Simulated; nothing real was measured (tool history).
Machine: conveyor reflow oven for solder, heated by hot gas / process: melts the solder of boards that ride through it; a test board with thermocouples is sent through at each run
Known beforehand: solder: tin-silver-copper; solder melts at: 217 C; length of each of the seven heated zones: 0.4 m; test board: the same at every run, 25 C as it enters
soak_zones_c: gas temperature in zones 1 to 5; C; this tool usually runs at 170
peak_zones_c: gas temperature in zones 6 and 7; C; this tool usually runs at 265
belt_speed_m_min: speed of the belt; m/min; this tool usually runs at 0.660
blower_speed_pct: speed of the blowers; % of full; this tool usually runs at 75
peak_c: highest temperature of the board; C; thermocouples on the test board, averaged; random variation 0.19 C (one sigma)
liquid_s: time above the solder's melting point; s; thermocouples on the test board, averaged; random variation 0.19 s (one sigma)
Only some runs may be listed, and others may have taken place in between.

run	day	soak_zones_c	peak_zones_c	belt_speed_m_min	blower_speed_pct	peak_c	liquid_s
1	0.000	170	265	0.660	75	246.0	47.1
2	1.208	170	265	0.660	75	245.6	47.2
3	1.871	170	265	0.660	75	245.7	47.2
4	2.833	170	265	0.660	65	242.8	43.5
5	4.388	170	265	0.660	75	245.7	47.2
6	5.321	170	265	0.660	75	246.0	47.5
7	6.300	181	265	0.660	75	248.1	53.6
8	7.567	181	265	0.660	75	248.3	53.3
9	8.817	181	265	0.660	75	248.1	53.3
10	9.417	165	265	0.660	75	245.0	45.3
11	10.633	170	265	0.660	85	248.6	50.4
12	11.496	170	265	0.660	85	248.6	50.0
13	12.454	175	265	0.660	85	249.4	52.3
14	13.508	175	265	0.547	85	254.4	69.6
15	14.704	183	255	0.679	75	239.2	44.9
16	15.617	158	278	0.752	62	243.2	34.5
17	16.446	158	278	0.752	62	243.3	34.3
18	17.562	169	264	0.660	83	246.8	48.6
19	18.604	169	264	0.660	83	246.8	48.1
20	19.875	169	270	0.704	67	245.0	42.1
21	20.650	170	258	0.660	62	236.4	37.1
22	21.783	170	258	0.660	62	236.1	37.0
23	22.871	170	258	0.660	62	236.6	36.3
24	23.533	170	255	0.660	75	237.8	39.5
25	24.729	168	270	0.553	78	256.4	66.6
26	25.829	170	265	0.746	75	241.8	37.1
27	27.188	170	265	0.660	53	238.2	37.8
28	28.404	170	265	0.660	53	238.4	37.4

Withheld: 3 entries from between the runs. Position of each, and hidden state at the listed run before versus the listed run after:
After run 4, before run 5: flux residue cleaned out of gas plates and filters (day 3.271)
  heat that the gas passes to the board, % of a clean oven's: 99.8 -> 100
After run 12, before run 13: thermocouples of zones 6 and 7 changed (day 11.717)
  belt's true speed, % of the reading: 99.99 -> 99.98; true gas temperature in zones 6 and 7 over the reading, C: -0.05 -> 0
After run 26, before run 27: flux residue cleaned out of gas plates and filters (day 27.112)
  heat that the gas passes to the board, % of a clean oven's: 99.8 -> 100

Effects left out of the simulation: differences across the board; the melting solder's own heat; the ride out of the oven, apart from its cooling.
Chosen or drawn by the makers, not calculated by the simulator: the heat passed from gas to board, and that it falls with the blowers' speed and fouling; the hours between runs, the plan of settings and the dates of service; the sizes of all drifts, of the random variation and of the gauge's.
